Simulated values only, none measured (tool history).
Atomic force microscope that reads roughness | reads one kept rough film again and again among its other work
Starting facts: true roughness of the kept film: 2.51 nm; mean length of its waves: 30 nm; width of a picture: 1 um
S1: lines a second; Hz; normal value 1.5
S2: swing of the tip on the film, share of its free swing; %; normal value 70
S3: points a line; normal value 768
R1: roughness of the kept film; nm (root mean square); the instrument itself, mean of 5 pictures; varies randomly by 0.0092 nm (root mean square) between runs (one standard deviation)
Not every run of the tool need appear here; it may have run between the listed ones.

Run 1, hour 0.0: usual settings. Result: R1 1.939 nm (root mean square).
Run 2, hour 16.8: usual settings but S2 68 %. Result: R1 1.896 nm (root mean square).
Run 3, hour 33.6: usual settings. Result: R1 1.822 nm (root mean square).
Run 4, hour 62.9: usual settings but S2 85 %. Result: R1 1.590 nm (root mean square).
At hour 70.5: new tip fitted.
Run 5, hour 79.9: usual settings but S2 85 %. Result: R1 1.858 nm (root mean square).
Run 6, hour 97.7: usual settings but S2 85 %. Result: R1 1.806 nm (root mean square).
Run 7, hour 112.0: usual settings. Result: R1 1.923 nm (root mean square).
Run 8, hour 126.4: usual settings. Result: R1 1.898 nm (root mean square).
Run 9, hour 153.4: usual settings. Result: R1 1.817 nm (root mean square).
Run 10, hour 173.0: usual settings. Result: R1 1.741 nm (root mean square).
At hour 181.5: new tip fitted.
Run 11, hour 201.0: usual settings. Result: R1 2.020 nm (root mean square).
Run 12, hour 229.3: usual settings. Result: R1 1.921 nm (root mean square).
Run 13, hour 251.5: usual settings. Result: R1 1.846 nm (root mean square).
Run 14, hour 267.8: usual settings. Result: R1 1.784 nm (root mean square).
At hour 292.5: new tip fitted.
Run 15, hour 297.4: usual settings. Result: R1 2.063 nm (root mean square).
Run 16, hour 323.3: usual settings. Result: R1 1.985 nm (root mean square).
Run 17, hour 338.4: usual settings. Result: R1 1.919 nm (root mean square).
Run 18, hour 365.7: usual settings. Result: R1 1.866 nm (root mean square).
Run 19, hour 393.2: usual settings. Result: R1 1.782 nm (root mean square).
At hour 404.2: new tip fitted.
Run 20, hour 407.3: usual settings. Result: R1 2.089 nm (root mean square).

What does the tool deliver on the next run?
Run 21, hour 425.5: usual settings but S2 80 %, S3 559. Result: R1 ?.

{"run 21": {"R1": 1.898}}
Without the tool's hidden state the same run would have given R1 1.959 nm (root mean square).
